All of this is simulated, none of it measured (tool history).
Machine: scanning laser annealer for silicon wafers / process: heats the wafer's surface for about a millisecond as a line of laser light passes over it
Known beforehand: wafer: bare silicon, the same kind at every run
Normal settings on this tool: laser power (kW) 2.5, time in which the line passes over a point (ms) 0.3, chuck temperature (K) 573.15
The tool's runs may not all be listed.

| run | hour | laser power (kW) | time in which the line passes over a point (ms) | chuck temperature (K) | highest temperature of the surface (K) |
|---|---|---|---|---|---|
| 1 | 0 | 2.5 | 0.3 | 573.15 | 1360.15 |
| 2 | 19.7 | 2.5 | 0.3 | 573.15 | 1357.15 |
| 3 | 42.9 | 2.202 | 0.3 | 573.15 | 1248.15 |
| 4 | 62.8 | 2.202 | 0.3 | 573.15 | 1246.15 |
| 5 | 84.2 | 2.515 | 0.3 | 573.15 | 1362.15 |
| 6 | 97.2 | 2.515 | 0.3 | 573.15 | 1352.15 |
| 7 | 109.5 | 2.515 | 0.3 | 573.15 | 1356.15 |
| 8 | 131.4 | 2.515 | 0.3 | 573.15 | 1352.15 |
| 9 | 157.3 | 2.5 | 0.378 | 573.15 | 1437.15 |
| 10 | 181.7 | 2.564 | 0.378 | 573.15 | 1463.15 |
| 11 | 206 | 2.564 | 0.378 | 573.15 | 1460.15 |
| 12 | 226.4 | 2.321 | 0.3 | 573.15 | 1275.15 |
| 13 | 241.6 | 2.321 | 0.3 | 573.15 | 1275.15 |
| 14 | 258.4 | 2.321 | 0.3 | 573.15 | 1275.15 |
| 15 | 272.7 | 2.166 | 0.313 | 566.15 | 1228.15 |
|  | 279.9 | window over the wafer cleaned |
| 16 | 296.4 | 2.166 | 0.313 | 566.15 | 1260.15 |
| 17 | 318.4 | 2.367 | 0.226 | 605.15 | 1258.15 |
| 18 | 343.3 | 2.367 | 0.226 | 573.15 | 1228.15 |
| 19 | 357.9 | 2.367 | 0.226 | 573.15 | 1226.15 |
| 20 | 376 | 2.434 | 0.319 | 573.15 | 1370.15 |
| 21 | 395.7 | 2.434 | 0.319 | 573.15 | 1368.15 |
| 22 | 416.9 | 2.5 | 0.271 | 543.15 | 1295.15 |
| 23 | 441.9 | 2.5 | 0.271 | 543.15 | 1297.15 |

Expected results for the next run?
| 24 | 455.8 | 2.5 | 0.336 | 544.15 | ? |

highest temperature of the surface (K): 1378.15
On a tool with no hidden condition, and with the same random variation, this run would have come out at highest temperature of the surface (K) 1403.15.

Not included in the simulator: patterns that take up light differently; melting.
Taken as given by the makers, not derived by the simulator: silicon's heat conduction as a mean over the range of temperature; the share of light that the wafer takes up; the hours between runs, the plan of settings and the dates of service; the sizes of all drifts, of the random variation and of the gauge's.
